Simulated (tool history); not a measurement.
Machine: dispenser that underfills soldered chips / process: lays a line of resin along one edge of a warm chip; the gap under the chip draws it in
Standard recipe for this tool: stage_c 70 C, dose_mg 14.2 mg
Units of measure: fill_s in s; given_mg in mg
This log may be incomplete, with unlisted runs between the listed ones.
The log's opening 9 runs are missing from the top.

| run | day | stage_c | dose_mg | fill_s | given_mg |
|---|---|---|---|---|---|
| 10 | 2.129 | 70 | 13.3 | 199.5 | 12.69 |
|  | 2.254 | new syringe of resin |
| 11 | 2.400 | 70 | 13.0 | 156.3 | 12.53 |
| 12 | 2.629 | 70 | 13.0 | 196.3 | 12.58 |
|  | 2.762 | new syringe of resin |
| 13 | 2.917 | 70 | 13.0 | 159.5 | 12.42 |
|  | 3.079 | dispensing valve cleaned and set on the balance |
| 14 | 3.221 | 70 | 14.2 | 202.6 | 14.21 |
|  | 3.312 | new syringe of resin |
| 15 | 3.508 | 70 | 14.0 | 163.4 | 13.96 |
|  | 3.808 | new syringe of resin |
| 16 | 3.812 | 70 | 14.0 | 137.9 | 13.90 |
| 17 | 4.096 | 70 | 14.0 | 181.1 | 13.97 |
| 18 | 4.250 | 70 | 14.0 | 215.6 | 13.90 |
|  | 4.317 | new syringe of resin |
| 19 | 4.467 | 70 | 14.0 | 158.9 | 13.83 |
| 20 | 4.675 | 70 | 14.0 | 189.4 | 13.79 |

What will run 21 give?
|  | 4.808 | new syringe of resin |
| 21 | 4.917 | 70 | 14.0 | ? | ? |

{"run 21": {"fill_s": 150.6, "given_mg": 13.64}}
Take away the tool's hidden state, keep the run-to-run variation as it was, and the same run would have given fill_s 133.2 s, given_mg 13.89 mg.
